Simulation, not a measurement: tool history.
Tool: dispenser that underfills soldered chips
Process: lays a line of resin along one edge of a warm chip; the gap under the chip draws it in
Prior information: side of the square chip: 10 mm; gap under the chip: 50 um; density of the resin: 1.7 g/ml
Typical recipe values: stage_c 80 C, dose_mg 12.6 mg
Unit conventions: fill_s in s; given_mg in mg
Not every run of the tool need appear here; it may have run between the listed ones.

run,hour,stage_c,dose_mg,fill_s,given_mg
1,0.0,80,12.6,184.1,12.57
# hour 3.7: new syringe of resin
2,6.4,80,12.6,160.9,12.56
# hour 14.3: new syringe of resin
3,15.8,80,12.6,152.1,12.51
4,23.7,80,12.6,202.5,12.48
# hour 24.9: new syringe of resin
5,29.8,78,12.6,183.8,12.49
# hour 35.3: new syringe of resin
6,36.6,78,15.5,162.6,15.29
# hour 45.4: new syringe of resin
7,45.7,65,12.6,235.5,12.46
8,49.9,65,12.6,267.1,12.38
# hour 55.8: new syringe of resin
9,59.1,80,12.6,165.4,12.35
10,65.3,80,12.6,204.5,12.36
# hour 66.3: new syringe of resin
# hour 71.2: dispensing valve cleaned and set on the balance
11,72.2,80,14.5,168.9,14.52
# hour 78.0: new syringe of resin
12,79.8,80,15.1,154.4,15.16
# hour 88.1: new syringe of resin
13,88.1,80,15.1,143.1,15.08
14,92.6,80,13.1,168.3,13.09
# hour 98.7: new syringe of resin
15,98.8,80,13.1,146.3,13.00
16,105.2,77,12.6,194.2,12.50
# hour 108.8: new syringe of resin
17,113.6,77,12.6,191.2,12.49
# hour 119.3: new syringe of resin
18,122.8,83,11.5,157.3,11.38
19,128.2,86,12.9,169.4,12.73
# hour 129.9: new syringe of resin
20,136.4,74,14.9,214.6,14.62
# hour 140.2: new syringe of resin
21,146.0,83,14.9,159.0,14.60
# hour 150.3: new syringe of resin
22,155.1,83,14.9,155.4,14.60
# hour 156.9: dispensing valve cleaned and set on the balance
# hour 161.9: new syringe of resin
23,164.4,75,12.8,188.6,12.73
24,169.2,75,12.8,209.6,12.77
# hour 172.3: new syringe of resin
25,175.6,91,12.6,119.1,12.50
26,181.4,94,14.1,129.7,13.98
# hour 183.1: new syringe of resin
27,187.3,89,12.9,129.7,12.75
# hour 193.4: new syringe of resin
28,193.5,80,11.9,151.1,11.77
29,199.5,72,12.7,232.7,12.47
# hour 204.3: new syringe of resin
30,209.1,94,11.7,117.4,11.51
# hour 214.7: new syringe of resin
31,216.2,88,15.4,122.7,15.12
32,223.4,95,11.8,132.1,11.53

For run 33, what comes out?
# hour 225.0: new syringe of resin
33,230.0,95,14.8,?,?

fill_s: 115.0 s
given_mg: 14.46 mg
On a tool with no hidden condition, and with the same random variation, this run would have come out at fill_s 93.5 s, given_mg 14.80 mg.

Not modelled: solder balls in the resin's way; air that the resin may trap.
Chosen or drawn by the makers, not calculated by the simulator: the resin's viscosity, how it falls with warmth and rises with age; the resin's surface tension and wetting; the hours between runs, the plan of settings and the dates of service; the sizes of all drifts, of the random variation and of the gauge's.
